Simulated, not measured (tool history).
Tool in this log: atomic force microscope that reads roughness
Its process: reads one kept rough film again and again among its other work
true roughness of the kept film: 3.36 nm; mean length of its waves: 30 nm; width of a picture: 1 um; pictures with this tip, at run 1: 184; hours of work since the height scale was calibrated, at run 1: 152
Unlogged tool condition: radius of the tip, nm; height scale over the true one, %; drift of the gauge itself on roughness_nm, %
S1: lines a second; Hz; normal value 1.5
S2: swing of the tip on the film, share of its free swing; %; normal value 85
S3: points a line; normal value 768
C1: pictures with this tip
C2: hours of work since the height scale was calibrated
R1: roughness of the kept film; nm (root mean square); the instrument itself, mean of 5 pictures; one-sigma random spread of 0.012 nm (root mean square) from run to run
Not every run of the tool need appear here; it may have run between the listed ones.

{"run": 1, "hour": 0.0, "S1": 1.5, "S2": 85, "S3": 768, "C1": 184, "C2": 152, "R1": 2.544}
{"run": 2, "hour": 17.6, "S1": 1.02, "S2": 85, "S3": 768, "C1": 209, "C2": 160, "R1": 2.59}
{"run": 3, "hour": 29.2, "S1": 1.5, "S2": 74, "S3": 768, "C1": 226, "C2": 166, "R1": 2.623}
{"run": 4, "hour": 38.2, "S1": 1.5, "S2": 74, "S3": 768, "C1": 239, "C2": 170, "R1": 2.605}
{"run": 5, "hour": 50.4, "S1": 1.5, "S2": 74, "S3": 768, "C1": 256, "C2": 175, "R1": 2.608}
{"run": 6, "hour": 62.2, "S1": 1.5, "S2": 74, "S3": 768, "C1": 273, "C2": 180, "R1": 2.579}
{"hour": 64.9, "done": "new tip fitted"}
{"run": 7, "hour": 70.0, "S1": 1.5, "S2": 74, "S3": 768, "C1": 7, "C2": 184, "R1": 2.813}
{"run": 8, "hour": 84.1, "S1": 1.61, "S2": 85, "S3": 768, "C1": 27, "C2": 190, "R1": 2.656}
{"run": 9, "hour": 94.0, "S1": 1.61, "S2": 85, "S3": 768, "C1": 42, "C2": 194, "R1": 2.648}
{"run": 10, "hour": 109.3, "S1": 1.5, "S2": 85, "S3": 639, "C1": 63, "C2": 201, "R1": 2.654}
{"run": 11, "hour": 121.4, "S1": 1.5, "S2": 85, "S3": 639, "C1": 81, "C2": 207, "R1": 2.624}
{"run": 12, "hour": 129.3, "S1": 1.5, "S2": 85, "S3": 586, "C1": 92, "C2": 210, "R1": 2.607}
{"run": 13, "hour": 143.9, "S1": 1.5, "S2": 85, "S3": 586, "C1": 113, "C2": 217, "R1": 2.576}

Forecast run 14:
{"run": 14, "hour": 155.2, "S1": 1.5, "S2": 85, "S3": 884, "C1": 129, "C2": 222, "R1": "?"}

Run 14 measured R1 2.582 nm (root mean square).
On a tool with no hidden condition, and with the same random variation, this run would have come out at R1 2.728 nm (root mean square).

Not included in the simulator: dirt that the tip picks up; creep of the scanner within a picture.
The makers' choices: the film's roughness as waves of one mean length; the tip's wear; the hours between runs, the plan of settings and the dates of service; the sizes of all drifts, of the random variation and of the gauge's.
